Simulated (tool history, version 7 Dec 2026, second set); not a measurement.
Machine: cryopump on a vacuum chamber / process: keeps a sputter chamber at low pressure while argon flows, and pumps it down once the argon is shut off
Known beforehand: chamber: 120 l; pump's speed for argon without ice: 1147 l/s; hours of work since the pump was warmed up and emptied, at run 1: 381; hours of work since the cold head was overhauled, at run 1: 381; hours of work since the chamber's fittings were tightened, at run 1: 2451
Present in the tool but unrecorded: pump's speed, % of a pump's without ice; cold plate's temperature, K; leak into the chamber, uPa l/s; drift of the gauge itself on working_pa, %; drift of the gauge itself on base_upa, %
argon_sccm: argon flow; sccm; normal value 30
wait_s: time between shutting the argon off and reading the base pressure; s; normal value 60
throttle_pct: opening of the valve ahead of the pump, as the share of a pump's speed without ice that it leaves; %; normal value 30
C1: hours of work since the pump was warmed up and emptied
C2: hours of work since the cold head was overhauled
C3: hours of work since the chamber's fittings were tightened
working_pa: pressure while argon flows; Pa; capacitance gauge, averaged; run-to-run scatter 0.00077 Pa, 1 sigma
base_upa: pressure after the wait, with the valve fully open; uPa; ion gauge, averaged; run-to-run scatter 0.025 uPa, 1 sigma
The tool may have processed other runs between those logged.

{"run": 1, "hour": 0.0, "argon_sccm": 30, "wait_s": 60, "throttle_pct": 30, "C1": 381, "C2": 381, "C3": 2451, "working_pa": 0.1539, "base_upa": 4.67}
{"run": 2, "hour": 11.9, "argon_sccm": 30, "wait_s": 60, "throttle_pct": 30, "C1": 389, "C2": 389, "C3": 2460, "working_pa": 0.1539, "base_upa": 4.7}
{"run": 3, "hour": 21.0, "argon_sccm": 30, "wait_s": 60, "throttle_pct": 38, "C1": 395, "C2": 395, "C3": 2466, "working_pa": 0.1234, "base_upa": 4.66}
{"run": 4, "hour": 31.6, "argon_sccm": 30, "wait_s": 60, "throttle_pct": 38, "C1": 402, "C2": 402, "C3": 2473, "working_pa": 0.1224, "base_upa": 4.83}
{"run": 5, "hour": 48.7, "argon_sccm": 30, "wait_s": 60, "throttle_pct": 38, "C1": 414, "C2": 414, "C3": 2485, "working_pa": 0.1238, "base_upa": 4.79}
{"run": 6, "hour": 57.6, "argon_sccm": 30, "wait_s": 60, "throttle_pct": 49, "C1": 420, "C2": 420, "C3": 2491, "working_pa": 0.0979, "base_upa": 4.81}
{"run": 7, "hour": 70.7, "argon_sccm": 30, "wait_s": 60, "throttle_pct": 49, "C1": 429, "C2": 429, "C3": 2499, "working_pa": 0.0959, "base_upa": 4.84}
{"run": 8, "hour": 80.5, "argon_sccm": 30, "wait_s": 60, "throttle_pct": 30, "C1": 436, "C2": 436, "C3": 2506, "working_pa": 0.154, "base_upa": 4.87}
{"run": 9, "hour": 89.3, "argon_sccm": 30, "wait_s": 192, "throttle_pct": 30, "C1": 442, "C2": 442, "C3": 2512, "working_pa": 0.1551, "base_upa": 4.34}
{"run": 10, "hour": 107.2, "argon_sccm": 45, "wait_s": 60, "throttle_pct": 30, "C1": 454, "C2": 454, "C3": 2524, "working_pa": 0.2334, "base_upa": 5.0}
{"hour": 120.9, "done": "leaking fittings of the chamber tightened, without venting"}
{"run": 11, "hour": 128.1, "argon_sccm": 30, "wait_s": 60, "throttle_pct": 30, "C1": 467, "C2": 467, "C3": 5, "working_pa": 0.1558, "base_upa": 1.13}
{"run": 12, "hour": 146.2, "argon_sccm": 30, "wait_s": 60, "throttle_pct": 30, "C1": 479, "C2": 479, "C3": 17, "working_pa": 0.1542, "base_upa": 1.15}
{"run": 13, "hour": 161.5, "argon_sccm": 30, "wait_s": 60, "throttle_pct": 30, "C1": 489, "C2": 489, "C3": 28, "working_pa": 0.156, "base_upa": 1.17}
{"run": 14, "hour": 172.9, "argon_sccm": 30, "wait_s": 238, "throttle_pct": 30, "C1": 497, "C2": 497, "C3": 35, "working_pa": 0.1565, "base_upa": 0.58}
{"run": 15, "hour": 188.4, "argon_sccm": 30, "wait_s": 60, "throttle_pct": 30, "C1": 508, "C2": 508, "C3": 46, "working_pa": 0.1562, "base_upa": 1.18}
{"run": 16, "hour": 196.5, "argon_sccm": 30, "wait_s": 60, "throttle_pct": 30, "C1": 513, "C2": 513, "C3": 51, "working_pa": 0.1564, "base_upa": 1.18}
{"run": 17, "hour": 215.4, "argon_sccm": 30, "wait_s": 60, "throttle_pct": 30, "C1": 526, "C2": 526, "C3": 64, "working_pa": 0.1565, "base_upa": 1.24}
{"run": 18, "hour": 225.4, "argon_sccm": 30, "wait_s": 60, "throttle_pct": 30, "C1": 533, "C2": 533, "C3": 71, "working_pa": 0.1565, "base_upa": 1.25}
{"run": 19, "hour": 233.5, "argon_sccm": 30, "wait_s": 119, "throttle_pct": 30, "C1": 538, "C2": 538, "C3": 77, "working_pa": 0.1565, "base_upa": 0.92}

The next listed run, before its measurement:
{"run": 20, "hour": 250.7, "argon_sccm": 30, "wait_s": 119, "throttle_pct": 30, "C1": 550, "C2": 550, "C3": 88, "working_pa": "?", "base_upa": "?"}

{"run 20": {"working_pa": 0.1579, "base_upa": 0.87}}
Minus the tool's unlogged condition, the same run would have read working_pa 0.1485 Pa, base_upa 0.66 uPa.

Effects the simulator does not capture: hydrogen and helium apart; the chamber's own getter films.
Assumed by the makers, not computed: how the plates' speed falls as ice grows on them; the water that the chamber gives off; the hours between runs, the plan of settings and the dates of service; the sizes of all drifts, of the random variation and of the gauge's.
